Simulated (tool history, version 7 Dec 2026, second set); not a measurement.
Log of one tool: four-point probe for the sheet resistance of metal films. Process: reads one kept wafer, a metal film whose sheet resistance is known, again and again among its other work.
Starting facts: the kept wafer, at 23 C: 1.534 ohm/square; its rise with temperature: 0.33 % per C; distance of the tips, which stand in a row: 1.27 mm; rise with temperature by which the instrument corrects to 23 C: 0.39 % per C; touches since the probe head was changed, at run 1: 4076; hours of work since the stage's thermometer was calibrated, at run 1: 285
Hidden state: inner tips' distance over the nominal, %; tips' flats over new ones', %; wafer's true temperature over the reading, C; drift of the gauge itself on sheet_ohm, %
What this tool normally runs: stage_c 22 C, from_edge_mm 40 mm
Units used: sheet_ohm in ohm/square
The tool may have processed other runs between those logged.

run	hour	stage_c	from_edge_mm	touches since the probe head was changed	hours of work since the stage's thermometer was calibrated	sheet_ohm
1	0.0	22	40	4076	285	1.535735
2	28.7	22	40	4909	303	1.536104
3	47.2	22	40	5447	315	1.535793
4	77.0	35	40	6311	335	1.525249
5	109.8	22	40	7265	356	1.535446
6	130.6	22	40	7867	369	1.536074
7	165.9	32	10	8892	392	1.540171
8	192.8	19	8	9673	409	1.558773
9	211.6	34	4	10218	422	1.603776
10	246.8	22	30	11241	444	1.536242
11	281.6	30	49	12249	467	1.528639
12	311.8	30	49	13127	486	1.528631

Forecast each of these 5 alternatives for the next run:
A	348.8	28	8	14200	510	?
B	348.8	18	49	14200	510	?
C	348.8	31	20	14200	510	?
D	348.8	24	18	14200	510	?
E	348.8	30	49	14200	510	?

run	sheet_ohm
A	1.549895
B	1.538959
C	1.531283
D	1.537664
E	1.528727
The same runs, with their run-to-run variation unchanged, on a tool lacking any hidden condition would have given:
run	sheet_ohm
A	1.549722
B	1.538787
C	1.531112
D	1.537493
E	1.528557

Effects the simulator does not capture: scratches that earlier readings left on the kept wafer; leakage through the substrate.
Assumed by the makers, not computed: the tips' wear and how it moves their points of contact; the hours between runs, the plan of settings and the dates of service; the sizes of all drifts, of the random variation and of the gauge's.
